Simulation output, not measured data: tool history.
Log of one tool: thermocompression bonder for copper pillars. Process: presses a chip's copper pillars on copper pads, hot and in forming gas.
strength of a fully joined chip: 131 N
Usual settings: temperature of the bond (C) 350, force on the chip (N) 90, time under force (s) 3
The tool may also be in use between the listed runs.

run	hour	temperature of the bond (C)	force on the chip (N)	time under force (s)	force that shears a chip off (N)
1	0.0	350	90	3	74.4
2	56.5	350	90	3	75.3
3	102.9	350	112	3	82.5
4	152.7	350	112	5	93.2
5	203.1	350	90	3	73.3
6	258.7	350	90	3	73.3
# hour 292.1: heater calibrated with a thermocouple chip
7	332.6	350	90	3	67.2
8	407.6	349	90	3	65.6
9	488.6	349	90	3	65.1
10	530.6	349	90	3	64.7
# hour 568.2: forming gas filter changed
11	578.3	350	90	6	90.1
12	619.0	350	90	6	87.9
13	671.5	350	90	6	88.0
14	747.2	350	90	6	85.8
15	789.7	350	90	6	85.3
16	843.4	350	90	6	85.6
17	901.7	350	90	3	68.4
18	939.2	350	115	3	76.8
19	1019.9	350	90	3	67.4

The next listed run, before its measurement:
20	1086.5	350	117	3	?

force that shears a chip off (N): 75.4
Without the tool's hidden state the same run would have given force that shears a chip off (N) 79.4.
